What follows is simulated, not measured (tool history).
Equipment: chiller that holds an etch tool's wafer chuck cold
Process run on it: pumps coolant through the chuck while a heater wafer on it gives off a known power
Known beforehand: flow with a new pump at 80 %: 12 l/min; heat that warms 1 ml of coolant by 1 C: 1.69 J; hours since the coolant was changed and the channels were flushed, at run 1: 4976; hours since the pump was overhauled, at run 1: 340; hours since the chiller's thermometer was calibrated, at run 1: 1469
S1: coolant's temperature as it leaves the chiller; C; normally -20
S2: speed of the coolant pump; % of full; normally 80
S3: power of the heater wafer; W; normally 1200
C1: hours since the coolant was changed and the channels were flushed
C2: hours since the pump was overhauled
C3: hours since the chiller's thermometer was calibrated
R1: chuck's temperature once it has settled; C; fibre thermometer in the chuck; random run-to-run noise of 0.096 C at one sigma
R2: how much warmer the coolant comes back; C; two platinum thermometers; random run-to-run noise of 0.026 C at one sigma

Run 1, day 0: usual settings; C1 4976; C2 340; C3 1469. Result: R1 -10.14 C, R2 3.53 C.
Run 2, day 1.171: usual settings; C1 5004; C2 368; C3 1497. Result: R1 -9.84 C, R2 3.56 C.
Run 3, day 2.279: usual settings; C1 5030; C2 394; C3 1524. Result: R1 -10.1 C, R2 3.57 C.
Run 4, day 3.704: usual settings; C1 5065; C2 429; C3 1558. Result: R1 -9.98 C, R2 3.53 C.
Run 5, day 5.396: usual settings but S2 74 % of full; C1 5105; C2 469; C3 1598. Result: R1 -9.46 C, R2 3.85 C.
Run 6, day 6.296: usual settings but S2 74 % of full; C1 5127; C2 491; C3 1620. Result: R1 -9.45 C, R2 3.8 C.
Run 7, day 7.9: usual settings but S2 74 % of full; C1 5165; C2 529; C3 1659. Result: R1 -9.43 C, R2 3.86 C.
Run 8, day 9.179: usual settings but S2 74 % of full; C1 5196; C2 560; C3 1689. Result: R1 -9.55 C, R2 3.82 C.
Run 9, day 10.821: usual settings but S2 74 % of full; C1 5235; C2 599; C3 1729. Result: R1 -9.56 C, R2 3.85 C.
Run 10, day 12.1: usual settings but S1 -26 C; C1 5266; C2 630; C3 1759. Result: R1 -16.15 C, R2 3.54 C.
Run 11, day 13.608: usual settings but S1 -26 C, S2 62 % of full, S3 628 W; C1 5302; C2 666; C3 1796. Result: R1 -19.64 C, R2 2.37 C.

Forecast run 12:
Run 12, day 15.258: usual settings but S1 -26 C, S2 62 % of full, S3 628 W; C1 5342; C2 706; C3 1835. Result: R1 ?, R2 ?.

R1: -19.73 C
R2: 2.39 C
If the tool had no hidden condition, the same run with the same run-to-run variation would have returned R1 -19.74 C, R2 2.39 C.
